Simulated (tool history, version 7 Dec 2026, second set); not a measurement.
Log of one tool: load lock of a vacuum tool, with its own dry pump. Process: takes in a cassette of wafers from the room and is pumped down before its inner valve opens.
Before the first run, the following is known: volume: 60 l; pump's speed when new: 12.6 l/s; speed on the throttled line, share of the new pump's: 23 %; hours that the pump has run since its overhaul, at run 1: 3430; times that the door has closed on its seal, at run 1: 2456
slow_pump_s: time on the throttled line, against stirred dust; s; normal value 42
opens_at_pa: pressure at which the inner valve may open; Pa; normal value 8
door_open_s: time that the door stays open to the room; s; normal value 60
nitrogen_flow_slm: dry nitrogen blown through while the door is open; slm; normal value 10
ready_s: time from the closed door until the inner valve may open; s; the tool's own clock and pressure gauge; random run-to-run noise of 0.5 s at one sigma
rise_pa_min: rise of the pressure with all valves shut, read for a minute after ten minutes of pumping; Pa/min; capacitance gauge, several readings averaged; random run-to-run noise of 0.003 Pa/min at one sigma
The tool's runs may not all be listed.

run    hour  slow_pump_s  opens_at_pa  door_open_s  nitrogen_flow_slm  hours that the pump has run since its overhaul  times that the door has closed on its seal  incoming humidity of the room's air, %  ready_s  rise_pa_min
  1     0.0           42            8           60                 10                                            3430                                        2456                                    46.5     77.8        0.032
  2    57.0           42            8           60                 10                                            3487                                        2731                                    39.9     78.1        0.036
  3   143.4           42            8           60                 10                                            3574                                        3149                                    47.1     77.6        0.034
  4   221.6           42            8           60                 10                                            3652                                        3527                                    43.3     77.8        0.035
  5   309.2           42            8           60                 10                                            3739                                        3951                                    39.6     77.9        0.029
  6   413.0           42            8           60                 10                                            3843                                        4452                                    47.3     77.3        0.038
  7   501.7           42            8           60                 10                                            3932                                        4881                                    45.3     78.5        0.036
  8   571.5           42            8           60                 10                                            4002                                        5218                                    45.5     78.2        0.036
  9   662.2           42            8           60                 10                                            4093                                        5657                                    43.9     78.3        0.034
 10   745.4           42            8           28                 10                                            4176                                        6059                                    46.7     77.5        0.025
 11   860.3           79            8           60                 10                                            4291                                        6614                                    49.0    105.8        0.045
 12   960.7           42            8           60                 10                                            4391                                        7099                                    48.3     77.2        0.040
 13  1025.0           42            8           86                 10                                            4455                                        7410                                    43.3     76.9        0.039
 14  1131.7           38            8           60                 10                                            4562                                        7925                                    41.5     75.2        0.037
 15  1182.3           38            8           60                 10                                            4613                                        8170                                    44.3     74.8        0.035
 16  1284.1           38            8           60                 10                                            4714                                        8662                                    45.2     74.6        0.035
 17  1334.0           38            8           60                 10                                            4764                                        8903                                    44.6     75.3        0.037
 18  1441.1           38            8           60                 10                                            4871                                        9421                                    46.4     74.4        0.038
 19  1523.9           38            8           60                 10                                            4954                                        9821                                    45.5     74.2        0.037
 20  1644.2           38            8           60                 10                                            5074                                       10402                                    45.7     75.1        0.037
 21  1716.6           58            8          108                 10                                            5147                                       10752                                    45.1     91.1        0.045
 22  1808.2           58            8           29                 10                                            5239                                       11195                                    42.6     89.8        0.024
 23  1859.3           58            7           32                  7                                            5290                                       11442                                    45.3     90.4        0.027
 24  1927.8           58            7           32                 30                                            5358                                       11773                                    49.1     90.8        0.014
 25  2005.4           42           15          141                  6                                            5436                                       12148                                    44.3     74.7        0.058
 26  2105.0           42           15          141                  6                                            5535                                       12629                                    46.9     74.2        0.063
 27  2202.4           76            9           30                 13                                            5633                                       13100                                    45.9    103.8        0.022
 28  2303.5           76            9           30                 13                                            5734                                       13589                                    43.6    103.7        0.031
 29  2387.3           76            9           30                 13                                            5818                                       13994                                    46.4    103.5        0.027

The next listed run, before its measurement:
 30  2506.9           34            8           31                 35                                            5937                                       14572                                    42.9        ?            ?

ready_s: 71.6 s
rise_pa_min: 0.012 Pa/min
Take away the tool's hidden state, keep the run-to-run variation as it was, and the same run would have given ready_s 71.6 s, rise_pa_min 0.011 Pa/min.
